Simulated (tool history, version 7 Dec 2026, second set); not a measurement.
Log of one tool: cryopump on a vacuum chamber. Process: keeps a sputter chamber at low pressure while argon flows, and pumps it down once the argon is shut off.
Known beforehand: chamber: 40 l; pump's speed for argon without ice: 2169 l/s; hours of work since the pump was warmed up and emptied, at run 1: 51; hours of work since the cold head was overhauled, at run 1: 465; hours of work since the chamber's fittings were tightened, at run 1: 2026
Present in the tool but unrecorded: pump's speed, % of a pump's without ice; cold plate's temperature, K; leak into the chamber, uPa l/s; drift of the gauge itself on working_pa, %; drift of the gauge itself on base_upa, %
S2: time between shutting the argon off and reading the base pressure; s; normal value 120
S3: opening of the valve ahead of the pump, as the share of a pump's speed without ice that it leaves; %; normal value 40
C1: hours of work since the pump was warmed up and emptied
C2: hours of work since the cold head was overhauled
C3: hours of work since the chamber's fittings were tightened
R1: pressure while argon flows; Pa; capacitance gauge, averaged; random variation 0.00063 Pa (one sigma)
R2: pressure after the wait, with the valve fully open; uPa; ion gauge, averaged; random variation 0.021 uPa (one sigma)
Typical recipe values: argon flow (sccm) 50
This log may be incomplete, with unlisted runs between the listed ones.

run 1 hour=0.0 | argon_flow_(sccm)=50 S2=120 S3=40 | C1=51 C2=465 C3=2026 | R1=0.0990 R2=1.24
run 2 hour=18.7 | argon_flow_(sccm)=50 S2=120 S3=40 | C1=67 C2=481 C3=2041 | R1=0.0999 R2=1.24
run 3 hour=34.7 | argon_flow_(sccm)=50 S2=120 S3=40 | C1=80 C2=494 C3=2054 | R1=0.1001 R2=1.28
run 4 hour=47.9 | argon_flow_(sccm)=50 S2=120 S3=40 | C1=91 C2=505 C3=2065 | R1=0.1009 R2=1.23
run 5 hour=69.5 | argon_flow_(sccm)=50 S2=120 S3=40 | C1=109 C2=523 C3=2083 | R1=0.1002 R2=1.28
run 6 hour=92.2 | argon_flow_(sccm)=50 S2=120 S3=40 | C1=128 C2=542 C3=2102 | R1=0.1017 R2=1.29
run 7 hour=110.4 | argon_flow_(sccm)=50 S2=120 S3=40 | C1=143 C2=557 C3=2117 | R1=0.1027 R2=1.31
run 8 hour=132.0 | argon_flow_(sccm)=50 S2=120 S3=40 | C1=160 C2=575 C3=2135 | R1=0.1037 R2=1.35
run 9 hour=150.3 | argon_flow_(sccm)=50 S2=120 S3=40 | C1=176 C2=590 C3=2150 | R1=0.1036 R2=1.35
-- hour=164.6 leaking fittings of the chamber tightened, without venting
run 10 hour=167.4 | argon_flow_(sccm)=50 S2=120 S3=40 | C1=188 C2=602 C3=2 | R1=0.1040 R2=0.50
run 11 hour=182.8 | argon_flow_(sccm)=42 S2=120 S3=40 | C1=201 C2=615 C3=15 | R1=0.0875 R2=0.54
run 12 hour=208.5 | argon_flow_(sccm)=42 S2=120 S3=40 | C1=222 C2=636 C3=36 | R1=0.0884 R2=0.50
run 13 hour=229.3 | argon_flow_(sccm)=50 S2=120 S3=40 | C1=239 C2=654 C3=54 | R1=0.1058 R2=0.50
run 14 hour=244.0 | argon_flow_(sccm)=50 S2=120 S3=40 | C1=252 C2=666 C3=66 | R1=0.1063 R2=0.59
run 15 hour=265.0 | argon_flow_(sccm)=50 S2=120 S3=40 | C1=269 C2=683 C3=83 | R1=0.1072 R2=0.56
run 16 hour=284.1 | argon_flow_(sccm)=50 S2=120 S3=40 | C1=285 C2=699 C3=99 | R1=0.1073 R2=0.59
run 17 hour=307.5 | argon_flow_(sccm)=50 S2=24 S3=40 | C1=304 C2=718 C3=118 | R1=0.1075 R2=1.98

Forecast run 18:
run 18 hour=334.4 | argon_flow_(sccm)=21 S2=24 S3=40 | C1=326 C2=741 C3=141 | R1=? R2=?

{"run 18": {"R1": 0.0466, "R2": 1.96}}
The same run, on a tool lacking any hidden state, would have yielded R1 0.0415 Pa, R2 1.86 uPa.

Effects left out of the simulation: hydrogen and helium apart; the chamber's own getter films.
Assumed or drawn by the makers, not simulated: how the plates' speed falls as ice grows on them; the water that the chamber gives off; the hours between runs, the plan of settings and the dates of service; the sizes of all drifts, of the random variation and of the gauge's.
